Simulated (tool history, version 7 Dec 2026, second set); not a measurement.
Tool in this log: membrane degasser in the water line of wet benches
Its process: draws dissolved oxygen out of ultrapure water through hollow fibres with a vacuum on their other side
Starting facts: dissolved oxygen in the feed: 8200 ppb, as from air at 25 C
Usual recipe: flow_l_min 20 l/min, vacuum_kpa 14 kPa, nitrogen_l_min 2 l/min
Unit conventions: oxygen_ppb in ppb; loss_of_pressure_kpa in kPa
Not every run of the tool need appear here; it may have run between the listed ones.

| run | hour | flow_l_min | vacuum_kpa | nitrogen_l_min | oxygen_ppb | loss_of_pressure_kpa |
|---|---|---|---|---|---|---|
| 1 | 0 | 20 | 14 | 2 | 346 | 56.21 |
| 2 | 35.1 | 20 | 14 | 2 | 352.2 | 56.42 |
| 3 | 77.1 | 20 | 14 | 2 | 352.8 | 56.69 |
| 4 | 140.9 | 20 | 14 | 2 | 350.1 | 56.6 |
| 5 | 169.5 | 16 | 14 | 2 | 269.6 | 45.01 |
| 6 | 216.2 | 20 | 14 | 2.41 | 312.7 | 56.58 |
| 7 | 251.1 | 20 | 14 | 2.19 | 334.5 | 56.12 |
| 8 | 286.4 | 20 | 14 | 2 | 348.9 | 57.24 |
|  | 293 | vacuum gauge calibrated |
| 9 | 322 | 20 | 14 | 2 | 352.5 | 56.41 |
| 10 | 350.2 | 20 | 14 | 4.09 | 232.2 | 56.59 |
| 11 | 395.9 | 28 | 25.4 | 2.77 | 687.9 | 79.45 |
|  | 441.5 | seals of the vacuum lines changed |
| 12 | 441.5 | 22 | 12.2 | 0.85 | 593.1 | 62.4 |
| 13 | 481.1 | 20 | 21 | 2 | 499.4 | 56.56 |
| 14 | 544.8 | 22 | 12.8 | 1.81 | 391.7 | 62.21 |
| 15 | 604.8 | 20 | 16.7 | 4.61 | 240.4 | 56.29 |
| 16 | 641.9 | 12 | 29.6 | 4.61 | 196.9 | 34.46 |

Measured less the same run without the tool's hidden state. The same run-to-run variation is in both; the gauge's scatter may not be:
Unlogged tool condition in this case: membrane still open, %; true pressure behind the membrane over the reading, kPa; air that leaks in behind the membrane, l/min; drift of the gauge itself on oxygen_ppb, %; drift of the gauge itself on loss_of_pressure_kpa, %.
| run | oxygen_ppb | loss_of_pressure_kpa |
|---|---|---|
| 1 | +15.2 | +0.85 |
| 2 | +15.6 | +0.86 |
| 3 | +15.7 | +0.88 |
| 4 | +15.8 | +0.91 |
| 5 | +14.4 | +0.73 |
| 6 | +15.2 | +0.93 |
| 7 | +16 | +0.94 |
| 8 | +16.3 | +0.96 |
| 9 | +17.3 | +0.98 |
| 10 | +13.4 | +0.98 |
| 11 | +25 | +1.4 |
| 12 | +13.7 | +1.11 |
| 13 | +10.4 | +1.03 |
| 14 | +12.4 | +1.15 |
| 15 | +9.5 | +1.07 |
| 16 | +4.7 | +0.66 |
